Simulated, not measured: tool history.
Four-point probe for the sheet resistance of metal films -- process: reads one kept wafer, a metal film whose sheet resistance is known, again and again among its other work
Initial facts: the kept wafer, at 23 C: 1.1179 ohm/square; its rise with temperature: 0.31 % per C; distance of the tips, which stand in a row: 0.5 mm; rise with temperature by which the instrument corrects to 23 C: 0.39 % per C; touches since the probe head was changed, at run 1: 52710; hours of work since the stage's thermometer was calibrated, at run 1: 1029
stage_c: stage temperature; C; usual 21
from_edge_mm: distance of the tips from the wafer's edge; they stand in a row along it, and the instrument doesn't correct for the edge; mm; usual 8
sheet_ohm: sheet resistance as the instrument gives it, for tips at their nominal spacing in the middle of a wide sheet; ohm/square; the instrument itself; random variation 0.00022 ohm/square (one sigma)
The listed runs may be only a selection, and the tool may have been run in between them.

run,hour,stage_c,from_edge_mm,touches since the probe head was changed,hours of work since the stage's thermometer was calibrated,sheet_ohm
1,0.0,21,8,52710,1029,1.122390
2,66.9,21,18,54678,1067,1.120252
3,131.4,21,18,56576,1104,1.119747
4,236.2,21,8,59663,1164,1.122007
5,303.7,25,8,61648,1203,1.118205
6,382.5,21,8,63969,1249,1.121907
7,460.6,21,8,66267,1293,1.121655
8,542.1,21,8,68667,1340,1.121926
9,601.6,21,66,70417,1374,1.119443
10,688.3,31,60,72968,1424,1.110583
11,787.0,31,60,75875,1481,1.110805
12,856.9,31,60,77930,1521,1.110813

Forecast each of these 3 alternatives for the next run:
A,956.7,21,29,80870,1578,?
B,956.7,28,47,80870,1578,?
C,956.7,20,17,80870,1578,?

run,sheet_ohm
A,1.120090
B,1.113163
C,1.121096
Stripped of hidden state, with their random variation kept, the same runs would have yielded:
run,sheet_ohm
A,1.120213
B,1.113285
C,1.121220
